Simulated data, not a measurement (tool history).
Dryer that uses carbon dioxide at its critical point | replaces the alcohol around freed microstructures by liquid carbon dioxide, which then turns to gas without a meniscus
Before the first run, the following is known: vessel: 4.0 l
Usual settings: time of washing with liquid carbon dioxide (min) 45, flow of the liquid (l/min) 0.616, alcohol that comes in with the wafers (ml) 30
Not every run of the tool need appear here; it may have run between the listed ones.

run   hour  time of washing with liquid carbon dioxide (min)  flow of the liquid (l/min)  alcohol that comes in with the wafers (ml)  alcohol left in the vessel before it's heated (ppm by volume)
  1    0.0                                                45                       0.616                                          30                                                             90
  2   28.1                                                45                       0.616                                          30                                                             90
  3   58.0                                                45                       0.616                                          30                                                            101
  4   91.6                                                45                       0.616                                          30                                                             97
  5  126.9                                                45                       0.616                                          30                                                             98
  6  144.4                                                45                       0.616                                          30                                                            107
  7  179.4                                                45                       0.616                                          30                                                            108
  8  197.7                                                45                       0.616                                          30                                                            105
     208.2  -- purifier's bed changed
  9  230.8                                                45                       0.616                                          75                                                             77
 10  268.9                                                45                       0.616                                          75                                                             85
 11  299.8                                                45                       0.616                                          75                                                             95
 12  330.0                                                45                       0.616                                          30                                                             48
 13  347.4                                                45                       0.616                                          30                                                             53
     351.9  -- inlet filter changed
 14  387.1                                                45                       0.616                                          30                                                             30
 15  416.7                                                45                       0.616                                          30                                                             38
 16  437.0                                                45                       0.616                                          30                                                             37
 17  471.5                                                49                       0.381                                          30                                                            125
 18  490.0                                                38                       1.029                                          93                                                             26
 19  524.1                                                50                       1.029                                          33                                                             20
 20  541.6                                                53                       0.495                                          30                                                             43
 21  576.6                                                53                       0.868                                          70                                                             22
 22  612.0                                                62                       0.688                                          28                                                             31
 23  638.7                                                68                       0.491                                          28                                                             27
 24  667.6                                                45                       0.616                                          72                                                             82
 25  692.7                                                31                       0.410                                          70                                                           1255
 26  709.8                                                46                       0.687                                          30                                                             39
 27  729.2                                                46                       0.687                                          30                                                             52
 28  761.6                                                45                       0.875                                          70                                                             43

Some steps in alcohol left in the vessel before it's heated (ppm by volume) between neighbouring runs. How much of each would the tool show without its hidden state too (settings, what came in, random variation), and how much is left for the hidden state, with any gauge scatter that isn't in both results?
Hidden state present: flow that reaches the vessel past the clogged filter, %; alcohol in the recycled carbon dioxide, ppm; drift of the gauge itself on alcohol_ppm, %.
Run 24 -> 25: time of washing with liquid carbon dioxide (min) 45 -> 31, flow of the liquid (l/min) 0.616 -> 0.410, alcohol that comes in with the wafers (ml) 72 -> 70. alcohol left in the vessel before it's heated (ppm by volume) +1173: hidden state +227, all else +946.
Run 25 -> 26: time of washing with liquid carbon dioxide (min) 31 -> 46, flow of the liquid (l/min) 0.410 -> 0.687, alcohol that comes in with the wafers (ml) 70 -> 30. alcohol left in the vessel before it's heated (ppm by volume) -1216: hidden state -239, all else -977.

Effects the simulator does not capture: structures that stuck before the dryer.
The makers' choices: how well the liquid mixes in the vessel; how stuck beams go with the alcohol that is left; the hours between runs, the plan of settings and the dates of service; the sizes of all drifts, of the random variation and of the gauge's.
